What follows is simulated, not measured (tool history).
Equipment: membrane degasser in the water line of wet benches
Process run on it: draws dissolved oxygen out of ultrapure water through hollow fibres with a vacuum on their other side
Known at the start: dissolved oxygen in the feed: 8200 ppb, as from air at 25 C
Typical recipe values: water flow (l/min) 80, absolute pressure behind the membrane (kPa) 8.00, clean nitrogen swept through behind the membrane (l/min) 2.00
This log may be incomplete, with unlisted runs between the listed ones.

run	day	water flow (l/min)	absolute pressure behind the membrane (kPa)	clean nitrogen swept through behind the membrane (l/min)	dissolved oxygen in the water behind the degasser (ppb)	pressure that the water loses in the fibres (kPa)
1	0.000	80	8.00	2.00	376.0	28.64
2	2.092	80	8.00	2.00	378.5	28.80
3	5.104	80	8.00	2.00	381.6	28.57
4	7.208	80	8.00	2.00	381.6	28.77
5	9.979	80	8.00	2.00	385.1	28.68
6	12.242	52	8.00	2.00	260.6	18.92
7	14.425	78	8.00	2.00	368.4	27.94
8	16.842	78	8.00	2.00	370.0	27.94
9	20.475	65	8.00	2.00	318.8	23.39
10	22.517	80	8.00	2.00	379.4	28.87
11	26.008	80	8.00	2.00	376.2	28.77
12	28.438	80	8.00	2.00	383.1	28.86
13	31.783	80	8.00	2.00	376.6	28.63
14	35.754	80	8.00	0.83	682.5	28.73
15	39.696	80	8.00	0.83	686.0	28.74
16	41.646	80	8.00	0.83	689.2	28.91
17	44.221	80	8.00	0.83	699.7	28.84
18	46.596	80	8.00	0.93	655.1	28.67
19	48.521	118	8.00	2.00	521.1	42.10
20	50.896	67	8.00	5.23	145.1	24.25
21	54.658	100	7.94	1.08	677.3	36.02
22	56.279	79	8.00	2.54	308.5	28.09
23	60.225	79	10.57	1.04	888.7	28.19
24	63.938	100	12.69	1.50	1033.1	36.09
25	66.150	100	12.69	1.50	1042.2	35.94
26	68.438	79	18.09	2.09	1035.5	28.40
27	71.683	91	18.09	3.09	860.7	32.45
28	73.450	51	5.07	5.68	40.7	18.21
29	75.138	80	8.00	5.20	175.5	29.02
30	78.462	80	8.00	3.29	254.4	29.04
31	82.258	50	11.80	3.85	256.8	17.81

Missing from the log above: 2 entries noted between runs. For each, name the pair of listed runs it sits between and say how the tool's hidden condition differs from the listed run just before to the listed run just after:
Between runs 10 and 11: seals of the vacuum lines changed (day 24.896)
  air that leaks in behind the membrane, l/min: 0.0024 -> 0.002
Between runs 12 and 13: vacuum gauge calibrated (day 31.783)
  no difference in the tool's unlogged condition between these two runs

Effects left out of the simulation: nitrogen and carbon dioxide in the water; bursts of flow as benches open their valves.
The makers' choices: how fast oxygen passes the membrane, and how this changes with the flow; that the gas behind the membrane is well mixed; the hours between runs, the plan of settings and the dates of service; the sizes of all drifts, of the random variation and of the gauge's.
